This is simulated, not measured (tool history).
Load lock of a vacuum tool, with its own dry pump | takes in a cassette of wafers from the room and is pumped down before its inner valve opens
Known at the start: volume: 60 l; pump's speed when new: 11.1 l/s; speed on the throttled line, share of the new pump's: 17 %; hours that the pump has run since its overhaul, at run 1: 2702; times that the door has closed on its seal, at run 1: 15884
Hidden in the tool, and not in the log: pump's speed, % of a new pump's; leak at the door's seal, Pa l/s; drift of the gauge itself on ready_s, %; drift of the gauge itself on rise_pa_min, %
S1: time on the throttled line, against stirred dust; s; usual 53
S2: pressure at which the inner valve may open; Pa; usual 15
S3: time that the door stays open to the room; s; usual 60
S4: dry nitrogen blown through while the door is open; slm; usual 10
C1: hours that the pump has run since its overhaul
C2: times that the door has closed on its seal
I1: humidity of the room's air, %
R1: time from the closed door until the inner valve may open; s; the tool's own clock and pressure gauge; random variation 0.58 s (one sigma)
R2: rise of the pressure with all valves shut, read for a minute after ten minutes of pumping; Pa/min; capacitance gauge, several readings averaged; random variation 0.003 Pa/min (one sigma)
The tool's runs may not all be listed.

| run | day | S1 | S2 | S3 | S4 | C1 | C2 | I1 | R1 | R2 |
|---|---|---|---|---|---|---|---|---|---|---|
| 1 | 0.000 | 53 | 15 | 60 | 10 | 2702 | 15884 | 44.4 | 95.0 | 0.428 |
| 2 | 11.796 | 53 | 15 | 60 | 10 | 2985 | 16928 | 48.9 | 95.4 | 0.468 |
| 3 | 25.446 | 59 | 15 | 60 | 10 | 3313 | 18136 | 46.1 | 100.0 | 0.507 |
| 4 | 47.492 | 59 | 15 | 60 | 10 | 3842 | 20087 | 42.7 | 100.2 | 0.576 |
| 5 | 66.058 | 53 | 15 | 60 | 10 | 4288 | 21731 | 45.9 | 95.6 | 0.661 |
| 6 | 90.179 | 53 | 15 | 60 | 10 | 4867 | 23866 | 42.9 | 96.0 | 0.744 |
|  | 96.238 | door's seal changed, seat wiped |
| 7 | 117.242 | 98 | 15 | 60 | 10 | 5515 | 1859 | 44.7 | 133.1 | 0.038 |
| 8 | 139.212 | 98 | 12 | 60 | 10 | 6042 | 3804 | 42.3 | 136.6 | 0.065 |
| 9 | 166.788 | 98 | 12 | 60 | 10 | 6704 | 6245 | 42.0 | 135.5 | 0.103 |
| 10 | 192.842 | 98 | 12 | 60 | 10 | 7329 | 8551 | 46.8 | 135.7 | 0.137 |
| 11 | 205.992 | 98 | 12 | 60 | 10 | 7645 | 9715 | 48.2 | 135.7 | 0.167 |
| 12 | 230.812 | 98 | 12 | 60 | 10 | 8240 | 11912 | 43.6 | 135.2 | 0.228 |
| 13 | 245.758 | 98 | 12 | 60 | 10 | 8599 | 13235 | 49.0 | 136.5 | 0.269 |
| 14 | 261.975 | 98 | 11 | 60 | 10 | 8988 | 14670 | 44.7 | 136.5 | 0.299 |
| 15 | 290.025 | 86 | 11 | 60 | 10 | 9661 | 17152 | 42.6 | 128.6 | 0.390 |
| 16 | 302.250 | 53 | 15 | 60 | 10 | 9955 | 18234 | 45.0 | 100.5 | 0.417 |
|  | 313.762 | dry pump taken out, an overhauled one fitted |
| 17 | 316.179 | 53 | 15 | 60 | 10 | 58 | 19445 | 45.2 | 92.3 | 0.457 |
| 18 | 339.500 | 34 | 23 | 56 | 38 | 618 | 21509 | 44.5 | 73.9 | 0.524 |
| 19 | 357.833 | 34 | 23 | 56 | 38 | 1058 | 23132 | 48.5 | 73.6 | 0.591 |
|  | 373.150 | door's seal changed, seat wiped |
| 20 | 382.596 | 32 | 23 | 150 | 4 | 1651 | 836 | 44.1 | 72.7 | 0.060 |
| 21 | 398.550 | 32 | 23 | 150 | 4 | 2033 | 2249 | 46.9 | 73.1 | 0.079 |
| 22 | 421.125 | 56 | 11 | 60 | 4 | 2575 | 4247 | 44.0 | 97.9 | 0.079 |
| 23 | 435.188 | 30 | 15 | 139 | 11 | 2913 | 5491 | 47.3 | 75.1 | 0.113 |
| 24 | 451.188 | 35 | 14 | 205 | 9 | 3297 | 6907 | 45.1 | 80.4 | 0.143 |
| 25 | 474.350 | 48 | 27 | 49 | 40 | 3853 | 8958 | 45.8 | 86.4 | 0.140 |
| 26 | 491.012 | 53 | 15 | 60 | 6 | 4252 | 10432 | 40.4 | 95.0 | 0.188 |
| 27 | 506.675 | 50 | 13 | 136 | 10 | 4628 | 11819 | 42.3 | 93.3 | 0.228 |
| 28 | 532.671 | 50 | 15 | 60 | 4 | 5252 | 14120 | 47.6 | 93.5 | 0.282 |
| 29 | 548.038 | 50 | 15 | 60 | 4 | 5621 | 15480 | 47.0 | 93.1 | 0.329 |
| 30 | 569.321 | 50 | 15 | 60 | 4 | 6132 | 17363 | 44.6 | 94.7 | 0.394 |
| 31 | 592.692 | 50 | 15 | 60 | 4 | 6693 | 19432 | 44.5 | 94.4 | 0.467 |
| 32 | 614.021 | 53 | 27 | 60 | 8 | 7205 | 21320 | 44.7 | 93.6 | 0.530 |

Some steps in R1 between neighbouring runs. How much of each would the tool show without its hidden state too (settings, what came in, random variation), and how much is left for the hidden state, with any gauge scatter that isn't in both results?
Run 6 -> 7: S1 53 -> 98, door's seal changed, seat wiped. R1 +37.1 s: hidden state -0.5, all else +37.6.
Run 14 -> 15: S1 98 -> 86. R1 -7.9 s: hidden state +0.9, all else -8.8.
Run 15 -> 16: S1 86 -> 53, S2 11 -> 15. R1 -28.1 s: hidden state +1.2, all else -29.3.
Run 16 -> 17: dry pump taken out, an overhauled one fitted. R1 -8.2 s: hidden state -8.9, all else +0.7.
Run 21 -> 22: S1 32 -> 56, S2 23 -> 11, S3 150 -> 60. R1 +24.8 s: hidden state +0.3, all else +24.5.

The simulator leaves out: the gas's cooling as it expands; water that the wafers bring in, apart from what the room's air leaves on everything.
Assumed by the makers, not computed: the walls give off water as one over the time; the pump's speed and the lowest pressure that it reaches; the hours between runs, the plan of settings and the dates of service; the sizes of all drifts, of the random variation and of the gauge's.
